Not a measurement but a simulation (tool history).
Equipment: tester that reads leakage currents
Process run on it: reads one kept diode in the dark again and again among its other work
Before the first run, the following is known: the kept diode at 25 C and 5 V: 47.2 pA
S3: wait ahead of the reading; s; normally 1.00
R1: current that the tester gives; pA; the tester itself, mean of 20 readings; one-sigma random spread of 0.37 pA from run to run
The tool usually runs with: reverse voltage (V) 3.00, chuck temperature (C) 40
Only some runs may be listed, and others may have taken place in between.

run 1 hour=0.0 | reverse_voltage_(V)=3.00 chuck_temperature_(C)=40 S3=1.00 | R1=135.31
run 2 hour=37.5 | reverse_voltage_(V)=3.00 chuck_temperature_(C)=40 S3=1.00 | R1=135.84
run 3 hour=66.9 | reverse_voltage_(V)=3.00 chuck_temperature_(C)=40 S3=1.00 | R1=136.56
run 4 hour=93.0 | reverse_voltage_(V)=3.00 chuck_temperature_(C)=40 S3=1.00 | R1=136.05
run 5 hour=120.0 | reverse_voltage_(V)=3.00 chuck_temperature_(C)=40 S3=1.00 | R1=137.14
run 6 hour=139.1 | reverse_voltage_(V)=3.00 chuck_temperature_(C)=40 S3=1.00 | R1=137.67
run 7 hour=175.0 | reverse_voltage_(V)=3.00 chuck_temperature_(C)=40 S3=1.00 | R1=137.30
run 8 hour=213.6 | reverse_voltage_(V)=1.24 chuck_temperature_(C)=40 S3=1.00 | R1=98.96
run 9 hour=246.7 | reverse_voltage_(V)=3.00 chuck_temperature_(C)=40 S3=1.00 | R1=138.82
run 10 hour=276.8 | reverse_voltage_(V)=3.00 chuck_temperature_(C)=40 S3=8.97 | R1=138.50
run 11 hour=299.1 | reverse_voltage_(V)=4.89 chuck_temperature_(C)=49 S3=0.34 | R1=306.18
run 12 hour=335.8 | reverse_voltage_(V)=10.20 chuck_temperature_(C)=40 S3=2.33 | R1=229.25
run 13 hour=378.1 | reverse_voltage_(V)=10.20 chuck_temperature_(C)=40 S3=2.33 | R1=229.90
run 14 hour=419.2 | reverse_voltage_(V)=10.20 chuck_temperature_(C)=40 S3=2.33 | R1=232.08
run 15 hour=459.6 | reverse_voltage_(V)=10.20 chuck_temperature_(C)=40 S3=2.33 | R1=232.98
run 16 hour=482.2 | reverse_voltage_(V)=10.20 chuck_temperature_(C)=40 S3=2.33 | R1=234.48
run 17 hour=514.8 | reverse_voltage_(V)=10.20 chuck_temperature_(C)=40 S3=2.33 | R1=232.18
run 18 hour=557.5 | reverse_voltage_(V)=10.20 chuck_temperature_(C)=40 S3=2.33 | R1=212.33
run 19 hour=586.1 | reverse_voltage_(V)=10.20 chuck_temperature_(C)=27 S3=0.49 | R1=102.92

Missing from the log above: 1 entry noted between runs. For each, name the pair of listed runs it sits between and say how the tool's hidden condition differs from the listed run just before to the listed run just after:
From run 17 to run 18: chuck's temperature calibrated (hour 544.5)
  stray current of the dirty probe card, pA a volt: 2.399 -> 2.424; current scale over the true one, %: -0.18 -> -0.19; true chuck temperature over the reading, C: 1.5 -> 0
  measured result minus the result with no hidden state, R1: +44.57 -> +24.08 pA

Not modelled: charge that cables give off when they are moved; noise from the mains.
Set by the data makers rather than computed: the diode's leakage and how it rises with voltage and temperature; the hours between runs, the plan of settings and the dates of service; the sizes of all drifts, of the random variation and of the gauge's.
